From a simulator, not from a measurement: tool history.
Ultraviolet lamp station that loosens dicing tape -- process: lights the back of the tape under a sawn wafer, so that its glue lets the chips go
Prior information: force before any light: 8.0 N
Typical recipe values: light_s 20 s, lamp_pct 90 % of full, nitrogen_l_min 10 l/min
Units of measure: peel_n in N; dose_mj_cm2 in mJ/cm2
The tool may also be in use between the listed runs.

run 1 hour=0 | light_s=20 lamp_pct=90 nitrogen_l_min=10 | peel_n=0.828 dose_mj_cm2=410
run 2 hour=37.2 | light_s=20 lamp_pct=90 nitrogen_l_min=10 | peel_n=0.894 dose_mj_cm2=400
run 3 hour=74.3 | light_s=20 lamp_pct=90 nitrogen_l_min=12 | peel_n=0.84 dose_mj_cm2=394
run 4 hour=106.2 | light_s=20 lamp_pct=90 nitrogen_l_min=12 | peel_n=0.888 dose_mj_cm2=386
run 5 hour=127.9 | light_s=20 lamp_pct=90 nitrogen_l_min=12 | peel_n=0.893 dose_mj_cm2=380
run 6 hour=168.5 | light_s=20 lamp_pct=90 nitrogen_l_min=10 | peel_n=1.039 dose_mj_cm2=371
run 7 hour=197.4 | light_s=20 lamp_pct=90 nitrogen_l_min=10 | peel_n=1.077 dose_mj_cm2=366
run 8 hour=239.3 | light_s=27 lamp_pct=90 nitrogen_l_min=10 | peel_n=0.485 dose_mj_cm2=523
run 9 hour=275.1 | light_s=20 lamp_pct=90 nitrogen_l_min=10 | peel_n=0.967 dose_mj_cm2=378
run 10 hour=321.8 | light_s=20 lamp_pct=72 nitrogen_l_min=10 | peel_n=1.503 dose_mj_cm2=292
run 11 hour=357.4 | light_s=20 lamp_pct=72 nitrogen_l_min=10 | peel_n=1.617 dose_mj_cm2=287
run 12 hour=408.2 | light_s=20 lamp_pct=90 nitrogen_l_min=7 | peel_n=1.385 dose_mj_cm2=345
run 13 hour=447.5 | light_s=20 lamp_pct=90 nitrogen_l_min=7 | peel_n=1.361 dose_mj_cm2=344
run 14 hour=490 | light_s=20 lamp_pct=90 nitrogen_l_min=7 | peel_n=1.496 dose_mj_cm2=335
run 15 hour=536.1 | light_s=20 lamp_pct=90 nitrogen_l_min=5 | peel_n=1.85 dose_mj_cm2=329
run 16 hour=560.8 | light_s=35 lamp_pct=90 nitrogen_l_min=5 | peel_n=0.674 dose_mj_cm2=557
run 17 hour=592.5 | light_s=35 lamp_pct=90 nitrogen_l_min=5 | peel_n=0.665 dose_mj_cm2=555
run 18 hour=640.4 | light_s=11 lamp_pct=90 nitrogen_l_min=10 | peel_n=3.158 dose_mj_cm2=168
run 19 hour=684.3 | light_s=20 lamp_pct=90 nitrogen_l_min=10 | peel_n=1.545 dose_mj_cm2=297
run 20 hour=707.7 | light_s=20 lamp_pct=69 nitrogen_l_min=10 | peel_n=2.226 dose_mj_cm2=223
run 21 hour=733.1 | light_s=20 lamp_pct=69 nitrogen_l_min=10 | peel_n=2.057 dose_mj_cm2=244
run 22 hour=773.8 | light_s=33 lamp_pct=69 nitrogen_l_min=10 | peel_n=0.97 dose_mj_cm2=386
run 23 hour=816.6 | light_s=20 lamp_pct=90 nitrogen_l_min=18 | peel_n=1.219 dose_mj_cm2=299
run 24 hour=838.7 | light_s=20 lamp_pct=97 nitrogen_l_min=18 | peel_n=1.078 dose_mj_cm2=319
run 25 hour=882.7 | light_s=27 lamp_pct=67 nitrogen_l_min=10 | peel_n=1.605 dose_mj_cm2=282
run 26 hour=914.4 | light_s=15 lamp_pct=93 nitrogen_l_min=10 | peel_n=2.278 dose_mj_cm2=216
run 27 hour=943.3 | light_s=15 lamp_pct=76 nitrogen_l_min=15 | peel_n=1.322 dose_mj_cm2=292
run 28 hour=980 | light_s=20 lamp_pct=90 nitrogen_l_min=5 | peel_n=1.051 dose_mj_cm2=450
run 29 hour=1020.4 | light_s=20 lamp_pct=90 nitrogen_l_min=5 | peel_n=1.083 dose_mj_cm2=446
run 30 hour=1046.9 | light_s=20 lamp_pct=90 nitrogen_l_min=5 | peel_n=1.144 dose_mj_cm2=435
run 31 hour=1081.1 | light_s=20 lamp_pct=72 nitrogen_l_min=10 | peel_n=1.185 dose_mj_cm2=343
run 32 hour=1112.3 | light_s=16 lamp_pct=90 nitrogen_l_min=10 | peel_n=1.21 dose_mj_cm2=340
run 33 hour=1148.4 | light_s=18 lamp_pct=64 nitrogen_l_min=4 | peel_n=2.652 dose_mj_cm2=267
run 34 hour=1195.3 | light_s=18 lamp_pct=64 nitrogen_l_min=4 | peel_n=2.588 dose_mj_cm2=256
run 35 hour=1224.1 | light_s=20 lamp_pct=90 nitrogen_l_min=3 | peel_n=1.724 dose_mj_cm2=400
run 36 hour=1245.9 | light_s=20 lamp_pct=90 nitrogen_l_min=3 | peel_n=1.448 dose_mj_cm2=437
run 37 hour=1278.2 | light_s=40 lamp_pct=96 nitrogen_l_min=5 | peel_n=0.226 dose_mj_cm2=928
run 38 hour=1324.9 | light_s=13 lamp_pct=61 nitrogen_l_min=10 | peel_n=2.89 dose_mj_cm2=183

Missing from the log above: 4 entries noted between runs. For each, name the pair of listed runs it sits between and say how the tool's hidden condition differs from the listed run just before to the listed run just after:
Run 7 -> run 8: window cleaned of glue's vapour (hour 206.8)
  lamp's light, % of a new lamp's: 80.8 -> 79.4; light that the window lets through, % of a clean one's: 91.4 -> 98.8
  measured minus no-state result, peel_n: +0.508 -> +0.208 N; dose_mj_cm2: -130 -> -145 mJ/cm2
Run 20 -> run 21: window cleaned of glue's vapour (hour 722.9)
  lamp's light, % of a new lamp's: 65.4 -> 64.6; light that the window lets through, % of a clean one's: 90.6 -> 98.9
  measured minus no-state result, peel_n: +1.243 -> +1.055 N; dose_mj_cm2: -155 -> -136 mJ/cm2
Run 26 -> run 27: lamp changed (hour 925.3)
  lamp's light, % of a new lamp's: 59.1 -> 98.2; light that the window lets through, % of a clean one's: 95.7 -> 95.2
  measured minus no-state result, peel_n: +1.342 -> +0.147 N; dose_mj_cm2: -167 -> -21 mJ/cm2
Run 35 -> run 36: window cleaned of glue's vapour (hour 1240.5)
  lamp's light, % of a new lamp's: 89.4 -> 88.8; light that the window lets through, % of a clean one's: 90.3 -> 99.8
  measured minus no-state result, peel_n: +0.506 -> +0.268 N; dose_mj_cm2: -95 -> -57 mJ/cm2
